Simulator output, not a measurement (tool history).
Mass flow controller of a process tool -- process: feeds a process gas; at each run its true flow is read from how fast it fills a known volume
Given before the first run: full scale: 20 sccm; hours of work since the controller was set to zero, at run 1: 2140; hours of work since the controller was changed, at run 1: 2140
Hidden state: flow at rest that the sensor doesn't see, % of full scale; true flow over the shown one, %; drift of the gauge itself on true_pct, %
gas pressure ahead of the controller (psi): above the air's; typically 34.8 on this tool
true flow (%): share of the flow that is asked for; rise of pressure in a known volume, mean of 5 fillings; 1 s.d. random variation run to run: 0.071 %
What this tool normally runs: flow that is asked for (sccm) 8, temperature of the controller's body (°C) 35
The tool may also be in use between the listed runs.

run	hour	flow that is asked for (sccm)	gas pressure ahead of the controller (psi)	temperature of the controller's body (°C)	hours of work since the controller was set to zero	hours of work since the controller was changed	true flow (%)
1	0	8	34.8	35	2140	2140	100.89
2	44.1	8	27	35	2170	2170	100.4
3	127.2	8	34.8	32	2226	2226	100.72
4	193.8	8	34.8	32	2271	2271	100.75
5	250.7	8	37.9	32	2309	2309	100.97
6	311.4	8	34.8	35	2350	2350	100.9
7	378.6	8	34.8	35	2395	2395	100.85
8	438.4	8	34.8	35	2435	2435	100.98
9	481.6	8	34.8	35	2464	2464	100.99
10	559.6	8	34.8	35	2516	2516	101
11	629	8	34.8	35	2563	2563	100.96
12	709.6	8	23.8	35	2617	2617	100.62
13	769.2	8	34.8	34	2657	2657	100.96
14	823	8	34.8	35	2693	2693	101.19
15	903.7	8	34.8	35	2747	2747	101.17
16	976.3	8	34.8	35	2796	2796	101.05
17	1058.5	8	34.8	35	2851	2851	101.02
18	1117.7	8	34.8	35	2891	2891	101.14
19	1172.8	8	34.8	39	2928	2928	101.21
20	1237.8	8	34.8	39	2972	2972	101.38
21	1282.4	8	34.8	39	3002	3002	101.23
22	1357.9	10	23.9	32	3052	3052	100.49
23	1439.4	3	36.3	32	3107	3107	101.6
24	1496.7	4	34.8	22	3146	3146	100.81
25	1554.2	9	23.8	21	3184	3184	100.12
26	1621.7	9	23.8	21	3230	3230	100.18
27	1673.2	6	21.2	28	3264	3264	100.37
28	1715.1	6	21.2	28	3292	3292	100.43
29	1765.2	8	23.8	40	3326	3326	101.02
30	1845.7	18	34.8	35	3380	3380	101.6
31	1885	5	33.4	24	3407	3407	101
32	1948.9	5	34.8	36	3449	3449	101.51
33	2003.1	3	25.5	35	3486	3486	101.35
34	2072.8	3	25.5	35	3533	3533	101.27
35	2121.6	3	25.5	23	3565	3565	101
36	2168.2	5	36.4	34	3597	3597	101.52
37	2237.5	5	36.4	34	3643	3643	101.66
38	2272	8	34.8	25	3666	3666	100.89
39	2307.4	9	29.4	35	3690	3690	101.28
40	2341.7	8	24.1	22	3713	3713	100.28
41	2421	5	25.7	32	3767	3767	100.99

Predict each of these 4 candidate next runs independently; none follows another, all start after run 41:
A	2504.5	8	34.8	21	3823	3823	?
B	2504.5	5	21.3	32	3823	3823	?
C	2504.5	5	37.7	32	3823	3823	?
D	2504.5	9	34.8	39	3823	3823	?

run	true flow (%)
A	100.99
B	100.84
C	101.61
D	101.75
The same runs, with their run-to-run variation unchanged, on a tool lacking any hidden condition would have given:
run	true flow (%)
A	99.66
B	99.23
C	99.99
D	100.46
